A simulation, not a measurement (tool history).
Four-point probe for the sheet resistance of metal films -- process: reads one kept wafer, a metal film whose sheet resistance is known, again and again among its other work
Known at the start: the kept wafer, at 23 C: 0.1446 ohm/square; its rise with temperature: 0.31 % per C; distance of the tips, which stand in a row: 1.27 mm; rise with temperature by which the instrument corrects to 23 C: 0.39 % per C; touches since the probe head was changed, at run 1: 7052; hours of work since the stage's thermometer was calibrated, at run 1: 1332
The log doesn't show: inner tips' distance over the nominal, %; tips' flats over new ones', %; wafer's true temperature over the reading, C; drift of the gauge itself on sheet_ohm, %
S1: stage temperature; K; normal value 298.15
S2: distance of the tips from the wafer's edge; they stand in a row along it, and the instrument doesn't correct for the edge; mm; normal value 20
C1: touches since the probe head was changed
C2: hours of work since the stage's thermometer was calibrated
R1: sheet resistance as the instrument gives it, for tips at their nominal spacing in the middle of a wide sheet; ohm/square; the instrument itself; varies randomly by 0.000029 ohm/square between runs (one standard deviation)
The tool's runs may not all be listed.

Run 1, hour 0: usual settings; C1 7052; C2 1332. Result: R1 0.145268 ohm/square.
Run 2, hour 54.7: usual settings; C1 8793; C2 1371. Result: R1 0.145255 ohm/square.
Run 3, hour 136.2: usual settings; C1 11384; C2 1429. Result: R1 0.145261 ohm/square.
Run 4, hour 197.2: usual settings; C1 13324; C2 1472. Result: R1 0.14534 ohm/square.
Run 5, hour 251.7: usual settings; C1 15060; C2 1511. Result: R1 0.145333 ohm/square.
Run 6, hour 291.1: usual settings; C1 16312; C2 1539. Result: R1 0.145356 ohm/square.
Run 7, hour 363.8: usual settings; C1 18627; C2 1591. Result: R1 0.145366 ohm/square.
Run 8, hour 448.5: usual settings; C1 21320; C2 1651. Result: R1 0.14537 ohm/square.
Run 9, hour 490.5: usual settings but S1 302.15 K; C1 22656; C2 1681. Result: R1 0.145006 ohm/square.
Run 10, hour 542.2: usual settings but S1 302.15 K; C1 24302; C2 1718. Result: R1 0.144948 ohm/square.
Run 11, hour 629.8: usual settings but S2 36 mm; C1 27087; C2 1781. Result: R1 0.14529 ohm/square.
Run 12, hour 669.4: usual settings but S1 292.15 K; C1 28346; C2 1809. Result: R1 0.146197 ohm/square.
Run 13, hour 711.6: usual settings but S1 292.15 K; C1 29688; C2 1839. Result: R1 0.146228 ohm/square.
Run 14, hour 796: usual settings but S1 292.15 K; C1 32374; C2 1899. Result: R1 0.146212 ohm/square.
Run 15, hour 886.2: usual settings but S1 292.15 K, S2 24 mm; C1 35245; C2 1963. Result: R1 0.146191 ohm/square.
Run 16, hour 929.3: usual settings but S2 45 mm; C1 36614; C2 1994. Result: R1 0.145265 ohm/square.
Run 17, hour 993: usual settings but S2 45 mm; C1 38641; C2 2040. Result: R1 0.145302 ohm/square.
Run 18, hour 1052.3: usual settings; C1 40529; C2 2082. Result: R1 0.145509 ohm/square.
Run 19, hour 1138.2: usual settings; C1 43259; C2 2143. Result: R1 0.145623 ohm/square.
Run 20, hour 1197: usual settings; C1 45132; C2 2185. Result: R1 0.145642 ohm/square.
Run 21, hour 1240.7: usual settings; C1 46522; C2 2216. Result: R1 0.145687 ohm/square.
At hour 1288.7: stage's thermometer calibrated.
Run 22, hour 1300.4: usual settings; C1 48405; C2 8. Result: R1 0.145453 ohm/square.
Run 23, hour 1354.4: usual settings; C1 50122; C2 47. Result: R1 0.145464 ohm/square.
Run 24, hour 1402.8: usual settings but S1 300.15 K; C1 51663; C2 81. Result: R1 0.145324 ohm/square.
Run 25, hour 1478.7: usual settings but S1 297.15 K, S2 6 mm; C1 54076; C2 135. Result: R1 0.148798 ohm/square.
Run 26, hour 1552.1: usual settings but S1 297.15 K, S2 6 mm; C1 56412; C2 188. Result: R1 0.148762 ohm/square.
Run 27, hour 1638.6: usual settings but S1 296.15 K, S2 29 mm; C1 59164; C2 249. Result: R1 0.145629 ohm/square.
Run 28, hour 1696.3: usual settings but S1 300.15 K, S2 35 mm; C1 60998; C2 290. Result: R1 0.145143 ohm/square.
Run 29, hour 1742.9: usual settings but S1 297.15 K, S2 14 mm; C1 62483; C2 324. Result: R1 0.146039 ohm/square.
Run 30, hour 1831: usual settings but S1 297.15 K, S2 57 mm; C1 65285; C2 387. Result: R1 0.145442 ohm/square.
Run 31, hour 1918.9: usual settings but S1 297.15 K, S2 57 mm; C1 68080; C2 449. Result: R1 0.145535 ohm/square.
Run 32, hour 1968.6: usual settings but S1 297.15 K, S2 57 mm; C1 69660; C2 485. Result: R1 0.145485 ohm/square.
Run 33, hour 2048: usual settings but S1 303.15 K, S2 10 mm; C1 72189; C2 541. Result: R1 0.146138 ohm/square.
Run 34, hour 2095.9: usual settings but S2 66 mm; C1 73711; C2 575. Result: R1 0.145439 ohm/square.
Run 35, hour 2188.8: usual settings but S2 66 mm; C1 76666; C2 642. Result: R1 0.145503 ohm/square.
Run 36, hour 2227.7: usual settings but S2 68 mm; C1 77904; C2 669. Result: R1 0.145458 ohm/square.
Run 37, hour 2309.8: usual settings but S1 295.15 K, S2 11 mm; C1 80516; C2 728. Result: R1 0.146908 ohm/square.
Run 38, hour 2347.6: usual settings but S1 303.15 K, S2 11 mm; C1 81718; C2 755. Result: R1 0.145968 ohm/square.
Run 39, hour 2420.4: usual settings but S2 8 mm; C1 84034; C2 807. Result: R1 0.147437 ohm/square.
Run 40, hour 2490.7: usual settings but S2 3 mm; C1 86270; C2 857. Result: R1 0.158252 ohm/square.
Run 41, hour 2558.4: usual settings but S2 3 mm; C1 88423; C2 905. Result: R1 0.158275 ohm/square.
Run 42, hour 2598.9: usual settings but S2 8 mm; C1 89713; C2 934. Result: R1 0.147529 ohm/square.
Run 43, hour 2657.2: usual settings but S2 49 mm; C1 91568; C2 975. Result: R1 0.145614 ohm/square.
Run 44, hour 2721.2: usual settings but S1 301.15 K, S2 45 mm; C1 93602; C2 1021. Result: R1 0.145322 ohm/square.

Hidden state at the last listed run before each entry between runs and at the first one after, where it differs:
In the gap between runs 21 and 22: stage's thermometer calibrated (hour 1288.7)
  inner tips' distance over the nominal, %: 0.482 -> 0.492; tips' flats over new ones', %: 29 -> 30; wafer's true temperature over the reading, C: 0.49 -> 0.03
  difference, measured minus the result without the unlogged condition, R1: +0.000974 -> +0.000785 ohm/square

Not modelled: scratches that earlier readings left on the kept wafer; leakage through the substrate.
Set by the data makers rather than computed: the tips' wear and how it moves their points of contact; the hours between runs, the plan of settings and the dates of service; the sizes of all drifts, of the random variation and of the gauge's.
